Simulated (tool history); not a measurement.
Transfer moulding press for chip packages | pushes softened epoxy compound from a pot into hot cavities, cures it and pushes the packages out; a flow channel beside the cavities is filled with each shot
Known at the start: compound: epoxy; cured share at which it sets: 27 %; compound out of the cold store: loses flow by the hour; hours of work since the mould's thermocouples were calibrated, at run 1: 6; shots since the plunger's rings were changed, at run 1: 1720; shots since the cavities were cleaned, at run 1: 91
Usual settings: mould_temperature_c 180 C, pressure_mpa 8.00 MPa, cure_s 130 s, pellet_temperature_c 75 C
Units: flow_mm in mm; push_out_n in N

run,day,mould_temperature_c,pressure_mpa,cure_s,pellet_temperature_c,hours of work since the mould's thermocouples were calibrated,shots since the plunger's rings were changed,shots since the cavities were cleaned,incoming compound's hours out of the cold store,flow_mm,push_out_n
1,0.000,180,8.00,130,75,6,1720,91,43.3,847,418
2,1.604,180,8.00,130,81,27,2049,420,15.9,979,525
# day 3.204: cavities cleaned with cleaning compound and waxed
3,5.208,180,8.00,130,81,73,2777,412,33.7,860,490
# day 6.892: cavities cleaned with cleaning compound and waxed
4,6.892,180,8.00,130,81,95,3109,0,19.7,934,393
5,10.400,180,8.00,130,81,141,3829,720,37.2,852,524
# day 10.767: cavities cleaned with cleaning compound and waxed
# day 11.362: plunger's sealing rings changed
6,13.725,180,8.00,111,81,182,485,586,36.7,893,675
# day 14.525: cavities cleaned with cleaning compound and waxed
7,16.033,180,8.00,130,75,211,947,311,29.7,910,475
# day 18.233: cavities cleaned with cleaning compound and waxed
8,18.538,179,8.00,130,75,244,1448,63,37.4,890,420
9,20.929,179,8.00,130,75,275,1939,554,45.2,829,517
# day 22.096: cavities cleaned with cleaning compound and waxed
10,24.492,179,8.00,130,75,321,2658,492,44.3,836,520
# day 25.962: cavities cleaned with cleaning compound and waxed
# day 26.238: mould's thermocouples calibrated
11,27.817,179,8.00,130,75,21,3311,364,24.7,915,520
# day 29.788: cavities cleaned with cleaning compound and waxed
12,30.050,184,8.00,130,75,49,3756,53,11.9,966,349
# day 31.233: plunger's sealing rings changed
13,32.183,184,8.00,130,75,76,195,470,14.0,1000,428
# day 33.521: cavities cleaned with cleaning compound and waxed
14,34.667,178,7.62,134,75,108,692,235,37.7,857,459
15,36.533,178,7.62,134,75,132,1076,619,44.5,820,546
# day 37.125: cavities cleaned with cleaning compound and waxed
16,40.233,178,7.62,134,75,180,1823,639,40.9,829,551
# day 40.879: cavities cleaned with cleaning compound and waxed
17,41.888,180,9.41,130,81,201,2150,208,25.9,992,438
# day 44.617: cavities cleaned with cleaning compound and waxed
18,45.192,180,9.41,130,81,243,2815,118,45.2,887,394
19,47.500,186,7.14,150,81,273,3289,592,24.0,837,428
# day 48.221: cavities cleaned with cleaning compound and waxed
20,49.646,180,8.00,162,75,301,3717,293,23.8,899,373
# day 51.162: plunger's sealing rings changed
# day 52.029: cavities cleaned with cleaning compound and waxed
21,52.412,182,8.40,147,78,335,244,79,35.8,910,339
# day 52.858: mould's thermocouples calibrated
22,55.442,182,8.40,147,78,34,849,684,15.3,1009,461
# day 55.754: cavities cleaned with cleaning compound and waxed
23,58.225,180,8.00,130,77,70,1408,508,47.6,816,483
# day 59.542: cavities cleaned with cleaning compound and waxed
24,59.875,175,6.32,143,77,90,1733,68,15.5,898,495
25,63.021,180,8.00,157,83,132,2379,714,31.1,872,457
# day 63.283: cavities cleaned with cleaning compound and waxed
26,65.650,180,8.00,157,83,165,2907,487,34.0,882,416

Some steps in flow_mm between neighbouring runs. How much of each would the tool show without its hidden state too (settings, what came in, random variation), and how much is left for the hidden state, with any gauge scatter that isn't in both results?
The hidden state here: true mould temperature over the reading, C; pressure that reaches the compound, % of what is set; grip of the stained cavities, % over clean ones'; drift of the gauge itself on flow_mm, %; drift of the gauge itself on push_out_n, %.
Run 12 -> 13: plunger's sealing rings changed. flow_mm +34 mm: hidden state +62, all else -28.
Run 16 -> 17: mould_temperature_c 178 -> 180, pressure_mpa 7.62 -> 9.41, cure_s 134 -> 130, pellet_temperature_c 75 -> 81, cavities cleaned with cleaning compound and waxed. flow_mm +163 mm: hidden state -14, all else +177.
Run 20 -> 21: mould_temperature_c 180 -> 182, pressure_mpa 8.00 -> 8.40, cure_s 162 -> 147, pellet_temperature_c 75 -> 78, plunger's sealing rings changed, cavities cleaned with cleaning compound and waxed. flow_mm +11 mm: hidden state +66, all else -55.
Run 22 -> 23: mould_temperature_c 182 -> 180, pressure_mpa 8.40 -> 8.00, cure_s 147 -> 130, pellet_temperature_c 78 -> 77, cavities cleaned with cleaning compound and waxed. flow_mm -193 mm: hidden state -6, all else -187.
